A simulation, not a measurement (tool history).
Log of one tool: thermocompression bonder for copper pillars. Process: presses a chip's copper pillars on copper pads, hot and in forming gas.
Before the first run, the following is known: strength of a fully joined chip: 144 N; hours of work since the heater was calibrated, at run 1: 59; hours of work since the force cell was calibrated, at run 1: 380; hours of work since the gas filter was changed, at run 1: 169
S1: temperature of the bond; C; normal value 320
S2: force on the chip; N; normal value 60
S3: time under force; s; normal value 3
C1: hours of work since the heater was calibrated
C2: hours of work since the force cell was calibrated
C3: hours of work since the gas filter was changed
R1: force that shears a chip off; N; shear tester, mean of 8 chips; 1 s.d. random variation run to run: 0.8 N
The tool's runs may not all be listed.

run   hour   S1  S2  S3   C1   C2   C3     R1
  1      0  320  60   3   59  380  169   85.3
  2   10.9  320  60   3   67  387  177   83.8
  3   20.8  320  60   3   73  394  183   85.3
  4   28.6  320  60   3   79  399  189   84.1
  5   37.1  320  60   4   84  405  194   91.5
  6   47.6  320  60   3   91  412  202     82
  7   63.1  320  60   3  102  422  212   84.8
  8   79.7  320  44   3  113  434  223     71
  9   94.1  320  44   3  123  443  233   70.1
 10    105  320  60   2  130  451  240   73.3
 11  117.2  320  60   2  139  459  249   72.3
 12  133.4  327  60   3  150  470  260   83.8
 13  146.8  327  60   3  159  479  269     86
 14  158.7  316  60   3  167  487  277   79.8
 15  174.8  320  61   3  178  498  288   81.7
     177.3  -- forming gas filter changed
 16  183.8  338  63   3  183  504    4   98.3
 17  199.7  332  70   3  194  515   15   98.9
 18  216.5  332  70   3  206  526   27   99.2
 19  226.2  320  45   2  212  533   33   64.5
 20  234.1  326  87   2  217  538   39   92.2
 21  244.4  326  40   2  224  545   46   62.2
 22  258.2  326  40   3  234  554   55   71.1
 23  267.3  341  41   4  240  560   61   89.6
 24  282.7  329  82   9  250  571   71  125.4
 25  293.1  314  57   9  257  578   79  105.7
 26  301.5  314  57   9  263  584   84  106.5
 27  310.8  318  52   3  269  590   91   77.5
 28  324.1  349  54   3  278  599  100   95.6

Hidden condition of the tool, last listed run before each entry between runs versus first listed run after:
Runs 15 to 16: forming gas filter changed (hour 177.3)
  true temperature of the bond over the reading, C: -1.8 -> -1.9; oxide that the forming gas leaves, % of the face: 6.24 -> 0.62
  measured result minus the result with no hidden state, R1: -7.4 -> -2.4 N
